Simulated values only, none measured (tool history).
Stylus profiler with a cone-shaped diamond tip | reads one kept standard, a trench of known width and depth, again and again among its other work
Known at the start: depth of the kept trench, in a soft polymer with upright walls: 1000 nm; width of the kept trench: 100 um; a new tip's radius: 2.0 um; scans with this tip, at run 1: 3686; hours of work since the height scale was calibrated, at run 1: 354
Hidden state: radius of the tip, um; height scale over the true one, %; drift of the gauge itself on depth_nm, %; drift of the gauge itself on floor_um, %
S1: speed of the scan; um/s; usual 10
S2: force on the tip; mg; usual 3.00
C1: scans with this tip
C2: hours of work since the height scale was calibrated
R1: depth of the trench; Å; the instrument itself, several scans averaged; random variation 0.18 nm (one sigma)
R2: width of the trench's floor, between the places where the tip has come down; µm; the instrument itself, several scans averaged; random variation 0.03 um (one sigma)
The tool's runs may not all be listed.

run,day,S1,S2,C1,C2,R1,R2
1,0.000,10,3.00,3686,354,10111.7,96.48
2,0.600,10,3.00,3752,360,10114.8,96.45
3,1.312,10,3.00,3831,368,10115.7,96.47
4,1.888,10,3.00,3894,374,10109.2,96.50
5,2.342,10,3.00,3945,379,10110.5,96.49
6,3.054,16,8.58,4023,386,10229.8,96.47
7,3.879,3,8.23,4114,395,10219.7,96.54
8,4.625,7,2.62,4197,403,10099.5,96.44
9,5.546,5,1.83,4299,413,10081.2,96.51

Run 10 comes next. What will it give?
10,6.154,5,1.83,4366,419,?,?

R1: 10080.1 Å
R2: 96.51 µm
Without the tool's hidden state the same run would have given R1 10080.2 Å, R2 96.52 µm.

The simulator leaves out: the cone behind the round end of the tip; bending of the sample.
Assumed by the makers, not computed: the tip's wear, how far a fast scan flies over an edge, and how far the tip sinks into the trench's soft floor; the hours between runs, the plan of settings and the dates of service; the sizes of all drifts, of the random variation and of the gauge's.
